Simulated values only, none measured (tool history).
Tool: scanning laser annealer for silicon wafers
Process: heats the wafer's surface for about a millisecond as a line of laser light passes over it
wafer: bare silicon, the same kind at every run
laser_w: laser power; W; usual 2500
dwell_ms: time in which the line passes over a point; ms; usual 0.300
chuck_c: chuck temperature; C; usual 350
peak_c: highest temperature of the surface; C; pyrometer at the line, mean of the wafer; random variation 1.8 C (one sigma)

run,day,laser_w,dwell_ms,chuck_c,peak_c
1,0.000,2500,0.300,350,1043
2,1.312,2500,0.300,350,1044
3,2.004,2500,0.300,350,1044
4,2.962,2529,0.300,350,1052
5,4.104,2529,0.300,350,1051
6,4.725,2529,0.300,350,1049
7,5.925,2529,0.300,350,1046
8,7.204,2529,0.300,350,1046
9,8.025,2529,0.300,350,1049
10,9.275,2529,0.300,350,1041
11,10.571,2529,0.300,350,1041
12,11.704,2529,0.300,350,1042
13,12.383,2529,0.300,350,1042
# day 13.788: optics aligned, line set to its width
14,13.812,2500,0.233,327,939
15,14.696,2500,0.233,327,938
16,15.596,2500,0.233,327,937
17,16.233,2500,0.233,327,937
18,17.400,2500,0.233,327,939
19,18.079,2500,0.343,350,1093
20,19.071,2500,0.343,350,1087
21,19.646,2500,0.300,332,1020
22,20.983,2387,0.344,350,1044
23,21.629,2387,0.344,350,1043
24,22.792,2387,0.376,345,1068
25,23.421,2387,0.376,345,1067

4 ways to go on from here, each from the tool as it stands after run 25. What would each give?
A,24.742,2500,0.300,340,?
B,24.742,2387,0.235,345,?
C,24.742,2500,0.300,330,?
D,24.742,2500,0.212,350,?

run,peak_c
A,1019
B,910
C,1011
D,921
Without the tool's hidden state the same runs would have given:
run,peak_c
A,1059
B,943
C,1050
D,954
